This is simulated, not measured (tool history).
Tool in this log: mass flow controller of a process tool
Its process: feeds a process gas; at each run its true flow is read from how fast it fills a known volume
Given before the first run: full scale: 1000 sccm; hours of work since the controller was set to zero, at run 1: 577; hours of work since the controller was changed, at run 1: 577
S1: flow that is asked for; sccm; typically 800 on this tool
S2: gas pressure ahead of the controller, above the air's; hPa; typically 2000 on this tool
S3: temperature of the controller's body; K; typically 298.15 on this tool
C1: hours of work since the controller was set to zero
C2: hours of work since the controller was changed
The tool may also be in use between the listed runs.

{"run": 1, "day": 0.0, "S1": 800, "S2": 2000, "S3": 298.15, "C1": 577, "C2": 577, "true flow (%)": 99.93}
{"run": 2, "day": 4.358, "S1": 800, "S2": 2000, "S3": 298.15, "C1": 620, "C2": 620, "true flow (%)": 99.78}
{"run": 3, "day": 12.2, "S1": 800, "S2": 2000, "S3": 298.15, "C1": 697, "C2": 697, "true flow (%)": 99.89}
{"run": 4, "day": 18.896, "S1": 800, "S2": 2000, "S3": 298.15, "C1": 763, "C2": 763, "true flow (%)": 99.88}
{"run": 5, "day": 27.092, "S1": 800, "S2": 2000, "S3": 298.15, "C1": 843, "C2": 843, "true flow (%)": 99.88}
{"run": 6, "day": 35.542, "S1": 131, "S2": 2000, "S3": 298.15, "C1": 926, "C2": 926, "true flow (%)": 98.67}
{"run": 7, "day": 40.188, "S1": 800, "S2": 2000, "S3": 298.15, "C1": 972, "C2": 972, "true flow (%)": 100.03}
{"run": 8, "day": 43.971, "S1": 800, "S2": 2000, "S3": 298.15, "C1": 1009, "C2": 1009, "true flow (%)": 99.89}
{"run": 9, "day": 49.0, "S1": 108, "S2": 2480, "S3": 298.15, "C1": 1058, "C2": 1058, "true flow (%)": 99.2}
{"run": 10, "day": 54.55, "S1": 126, "S2": 1880, "S3": 294.15, "C1": 1113, "C2": 1113, "true flow (%)": 99.18}
{"run": 11, "day": 58.212, "S1": 126, "S2": 1880, "S3": 294.15, "C1": 1149, "C2": 1149, "true flow (%)": 98.96}
{"run": 12, "day": 64.738, "S1": 800, "S2": 2000, "S3": 310.15, "C1": 1213, "C2": 1213, "true flow (%)": 99.51}
{"run": 13, "day": 68.4, "S1": 800, "S2": 2000, "S3": 310.15, "C1": 1249, "C2": 1249, "true flow (%)": 99.51}
{"run": 14, "day": 74.575, "S1": 800, "S2": 2000, "S3": 310.15, "C1": 1309, "C2": 1309, "true flow (%)": 99.59}
{"run": 15, "day": 82.475, "S1": 431, "S2": 2040, "S3": 294.15, "C1": 1387, "C2": 1387, "true flow (%)": 99.57}

5 ways to go on from here, each from the tool as it stands after run 15. What would each give?
{"run": "A", "day": 88.875, "S1": 316, "S2": 2080, "S3": 309.15, "C1": 1450, "C2": 1450, "true flow (%)": "?"}
{"run": "B", "day": 88.875, "S1": 800, "S2": 1430, "S3": 298.15, "C1": 1450, "C2": 1450, "true flow (%)": "?"}
{"run": "C", "day": 88.875, "S1": 457, "S2": 2120, "S3": 295.15, "C1": 1450, "C2": 1450, "true flow (%)": "?"}
{"run": "D", "day": 88.875, "S1": 727, "S2": 2000, "S3": 298.15, "C1": 1450, "C2": 1450, "true flow (%)": "?"}
{"run": "E", "day": 88.875, "S1": 800, "S2": 2000, "S3": 298.15, "C1": 1450, "C2": 1450, "true flow (%)": "?"}

run=A true_flow_(%)=98.51
run=B true_flow_(%)=99.94
run=C true_flow_(%)=99.71
run=D true_flow_(%)=99.97
run=E true_flow_(%)=100.28
Without the tool's unlogged condition, the same runs would have read:
run=A true_flow_(%)=97.60
run=B true_flow_(%)=99.21
run=C true_flow_(%)=98.89
run=D true_flow_(%)=99.24
run=E true_flow_(%)=99.55

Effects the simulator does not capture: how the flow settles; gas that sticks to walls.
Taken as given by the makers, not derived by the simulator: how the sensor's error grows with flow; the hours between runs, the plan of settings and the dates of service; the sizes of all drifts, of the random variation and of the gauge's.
